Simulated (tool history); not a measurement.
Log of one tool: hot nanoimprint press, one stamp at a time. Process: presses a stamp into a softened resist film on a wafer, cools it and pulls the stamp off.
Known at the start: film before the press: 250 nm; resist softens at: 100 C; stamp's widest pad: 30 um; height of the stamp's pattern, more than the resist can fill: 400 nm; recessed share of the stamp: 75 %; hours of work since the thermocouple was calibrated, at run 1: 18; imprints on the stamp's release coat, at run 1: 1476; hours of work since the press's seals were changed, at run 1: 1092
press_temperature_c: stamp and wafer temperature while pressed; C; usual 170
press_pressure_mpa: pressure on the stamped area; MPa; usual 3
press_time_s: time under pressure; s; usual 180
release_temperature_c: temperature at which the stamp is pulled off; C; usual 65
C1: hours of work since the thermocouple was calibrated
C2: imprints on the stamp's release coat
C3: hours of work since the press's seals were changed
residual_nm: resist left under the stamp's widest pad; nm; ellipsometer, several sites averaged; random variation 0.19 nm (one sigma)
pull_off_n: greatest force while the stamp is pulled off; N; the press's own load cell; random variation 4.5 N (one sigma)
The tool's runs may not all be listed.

{"run": 1, "hour": 0.0, "press_temperature_c": 170, "press_pressure_mpa": 3, "press_time_s": 180, "release_temperature_c": 65, "C1": 18, "C2": 1476, "C3": 1092, "residual_nm": 112.4, "pull_off_n": 228}
{"run": 2, "hour": 23.9, "press_temperature_c": 170, "press_pressure_mpa": 3, "press_time_s": 180, "release_temperature_c": 65, "C1": 37, "C2": 1545, "C3": 1110, "residual_nm": 112.6, "pull_off_n": 223}
{"run": 3, "hour": 45.0, "press_temperature_c": 170, "press_pressure_mpa": 3, "press_time_s": 145, "release_temperature_c": 65, "C1": 53, "C2": 1607, "C3": 1126, "residual_nm": 121.2, "pull_off_n": 217}
{"run": 4, "hour": 78.8, "press_temperature_c": 170, "press_pressure_mpa": 3, "press_time_s": 145, "release_temperature_c": 65, "C1": 79, "C2": 1705, "C3": 1152, "residual_nm": 121.6, "pull_off_n": 213}
{"run": 5, "hour": 108.0, "press_temperature_c": 170, "press_pressure_mpa": 2.15, "press_time_s": 180, "release_temperature_c": 65, "C1": 101, "C2": 1790, "C3": 1175, "residual_nm": 131.4, "pull_off_n": 228}
{"hour": 122.4, "done": "stamp cleaned and given a new release coat"}
{"run": 6, "hour": 133.4, "press_temperature_c": 170, "press_pressure_mpa": 2.15, "press_time_s": 180, "release_temperature_c": 65, "C1": 116, "C2": 31, "C3": 1190, "residual_nm": 131.3, "pull_off_n": 220}
{"run": 7, "hour": 171.3, "press_temperature_c": 173, "press_pressure_mpa": 3, "press_time_s": 180, "release_temperature_c": 65, "C1": 145, "C2": 142, "C3": 1219, "residual_nm": 96, "pull_off_n": 216}
{"run": 8, "hour": 190.2, "press_temperature_c": 170, "press_pressure_mpa": 3, "press_time_s": 180, "release_temperature_c": 65, "C1": 160, "C2": 197, "C3": 1233, "residual_nm": 112.1, "pull_off_n": 225}
{"run": 9, "hour": 208.7, "press_temperature_c": 170, "press_pressure_mpa": 2.22, "press_time_s": 180, "release_temperature_c": 65, "C1": 174, "C2": 251, "C3": 1248, "residual_nm": 129.4, "pull_off_n": 221}
{"run": 10, "hour": 240.2, "press_temperature_c": 170, "press_pressure_mpa": 2.22, "press_time_s": 180, "release_temperature_c": 65, "C1": 198, "C2": 342, "C3": 1272, "residual_nm": 129, "pull_off_n": 218}
{"run": 11, "hour": 259.5, "press_temperature_c": 170, "press_pressure_mpa": 4.59, "press_time_s": 180, "release_temperature_c": 73, "C1": 213, "C2": 399, "C3": 1287, "residual_nm": 90.5, "pull_off_n": 206}
{"run": 12, "hour": 278.7, "press_temperature_c": 167, "press_pressure_mpa": 2.11, "press_time_s": 111, "release_temperature_c": 64, "C1": 228, "C2": 454, "C3": 1301, "residual_nm": 173.1, "pull_off_n": 226}
{"hour": 289.8, "done": "press's hydraulic seals changed and the load cell set to zero"}
{"run": 13, "hour": 312.8, "press_temperature_c": 167, "press_pressure_mpa": 2.11, "press_time_s": 111, "release_temperature_c": 64, "C1": 248, "C2": 530, "C3": 18, "residual_nm": 173, "pull_off_n": 222}
{"run": 14, "hour": 346.5, "press_temperature_c": 170, "press_pressure_mpa": 2.5, "press_time_s": 190, "release_temperature_c": 54, "C1": 274, "C2": 628, "C3": 44, "residual_nm": 119.7, "pull_off_n": 250}
{"hour": 354.9, "done": "plate thermocouple calibrated"}
{"run": 15, "hour": 373.6, "press_temperature_c": 180, "press_pressure_mpa": 3, "press_time_s": 175, "release_temperature_c": 65, "C1": 14, "C2": 699, "C3": 62, "residual_nm": 67, "pull_off_n": 232}
{"run": 16, "hour": 408.4, "press_temperature_c": 180, "press_pressure_mpa": 3, "press_time_s": 175, "release_temperature_c": 65, "C1": 41, "C2": 800, "C3": 89, "residual_nm": 66.5, "pull_off_n": 220}

5 ways to go on from here, each from the tool as it stands after run 16. What would each give?
{"run": "A", "hour": 439.0, "press_temperature_c": 181, "press_pressure_mpa": 3.42, "press_time_s": 180, "release_temperature_c": 65, "C1": 65, "C2": 889, "C3": 112, "residual_nm": "?", "pull_off_n": "?"}
{"run": "B", "hour": 439.0, "press_temperature_c": 180, "press_pressure_mpa": 2.72, "press_time_s": 175, "release_temperature_c": 66, "C1": 65, "C2": 889, "C3": 112, "residual_nm": "?", "pull_off_n": "?"}
{"run": "C", "hour": 439.0, "press_temperature_c": 170, "press_pressure_mpa": 2.24, "press_time_s": 229, "release_temperature_c": 71, "C1": 65, "C2": 889, "C3": 112, "residual_nm": "?", "pull_off_n": "?"}
{"run": "D", "hour": 439.0, "press_temperature_c": 176, "press_pressure_mpa": 3, "press_time_s": 155, "release_temperature_c": 54, "C1": 65, "C2": 889, "C3": 112, "residual_nm": "?", "pull_off_n": "?"}
{"run": "E", "hour": 439.0, "press_temperature_c": 166, "press_pressure_mpa": 4.39, "press_time_s": 180, "release_temperature_c": 73, "C1": 65, "C2": 889, "C3": 112, "residual_nm": "?", "pull_off_n": "?"}

run=A residual_nm=57.9 pull_off_n=216
run=B residual_nm=70.3 pull_off_n=210
run=C residual_nm=118.2 pull_off_n=210
run=D residual_nm=86.5 pull_off_n=238
run=E residual_nm=114.8 pull_off_n=205
Without the tool's hidden state the same runs would have given:
run=A residual_nm=58.3 pull_off_n=215
run=B residual_nm=70.8 pull_off_n=209
run=C residual_nm=118.9 pull_off_n=210
run=D residual_nm=87 pull_off_n=237
run=E residual_nm=115.5 pull_off_n=205

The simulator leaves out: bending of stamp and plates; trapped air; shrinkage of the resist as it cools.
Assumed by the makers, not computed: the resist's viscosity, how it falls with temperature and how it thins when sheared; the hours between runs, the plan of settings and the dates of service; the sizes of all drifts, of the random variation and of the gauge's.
